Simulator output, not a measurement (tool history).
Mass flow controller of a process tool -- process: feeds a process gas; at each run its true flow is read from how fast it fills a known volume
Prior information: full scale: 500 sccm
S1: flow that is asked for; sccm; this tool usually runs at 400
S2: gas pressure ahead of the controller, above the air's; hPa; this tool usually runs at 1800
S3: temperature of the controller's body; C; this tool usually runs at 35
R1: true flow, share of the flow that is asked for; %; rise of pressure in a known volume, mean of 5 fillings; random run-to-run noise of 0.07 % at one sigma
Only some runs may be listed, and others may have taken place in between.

run	hour	S1	S2	S3	R1
1	0	400	1800	35	99.32
2	55.8	400	1800	35	99.4
3	124.6	359	1800	35	99.26
4	184.1	359	1800	35	99.35
5	221.4	400	2650	35	99.25
6	255.7	400	1570	35	99.73
7	299.9	260	1570	35	99.15
8	338.7	395	1730	34	99.63
9	391.5	50	2360	33	99.16
10	425.2	50	2360	33	99.32
11	484.2	195	1530	29	99.16
12	547.7	400	2220	35	99.46

Each row is a separate what-if for the run after 12, all from the same tool condition, not one after another. Results?
A	604.2	102	1800	35	?
B	604.2	155	1850	20	?
C	604.2	400	1950	26	?
D	604.2	400	1800	24	?

run	R1
A	99.08
B	99.58
C	99.9
D	100.09
Without the tool's unlogged condition, the same runs would have read:
run	R1
A	98.12
B	98.91
C	99.57
D	99.75

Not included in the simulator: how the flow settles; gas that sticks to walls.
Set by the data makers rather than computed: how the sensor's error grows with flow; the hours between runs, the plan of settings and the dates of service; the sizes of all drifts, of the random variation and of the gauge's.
